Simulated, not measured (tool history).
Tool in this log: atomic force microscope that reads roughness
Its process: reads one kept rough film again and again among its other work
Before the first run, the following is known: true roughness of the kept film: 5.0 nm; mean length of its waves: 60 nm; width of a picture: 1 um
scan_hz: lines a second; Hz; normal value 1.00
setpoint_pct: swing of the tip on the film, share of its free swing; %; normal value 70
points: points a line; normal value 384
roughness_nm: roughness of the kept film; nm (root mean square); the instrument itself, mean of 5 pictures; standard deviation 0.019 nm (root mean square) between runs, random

run    day  scan_hz  setpoint_pct  points  roughness_nm
  1  0.000     1.00            70     384         4.555
  2  0.488     1.00            70     384         4.573
  3  1.017     1.00            70     384         4.508
  4  1.450     1.00            71     384         4.526
  5  1.933     1.00            71     384         4.495
     2.067  -- new tip fitted
  6  2.296     1.00            70     384         4.723
  7  2.550     1.00            70     384         4.694
     2.638  -- height scale calibrated on a step standard
  8  3.125     1.00            70     384         4.680
  9  3.392     1.00            70     274         4.681
 10  3.704     3.28            70     593         4.426
     3.983  -- height scale calibrated on a step standard, once more
 11  4.046     0.58            82     593         4.673
 12  4.408     1.07            60     279         4.736
 13  4.692     1.07            60     279         4.703
 14  5.067     1.07            60     279         4.696
 15  5.483     1.07            60     279         4.725
 16  6.008     2.02            87     279         4.259
 17  6.450     1.00            90     727         4.428

Alternative continuations, all from the tool just after run 17; predict every row:
  A  6.796     0.54            63     946             ?
  B  6.796     1.00            90     575             ?
  C  6.796     1.53            75     963             ?

run  roughness_nm
  A         4.737
  B         4.467
  C         4.501
What these runs would have given with no unlogged condition in the tool:
run  roughness_nm
  A         4.848
  B         4.570
  C         4.606

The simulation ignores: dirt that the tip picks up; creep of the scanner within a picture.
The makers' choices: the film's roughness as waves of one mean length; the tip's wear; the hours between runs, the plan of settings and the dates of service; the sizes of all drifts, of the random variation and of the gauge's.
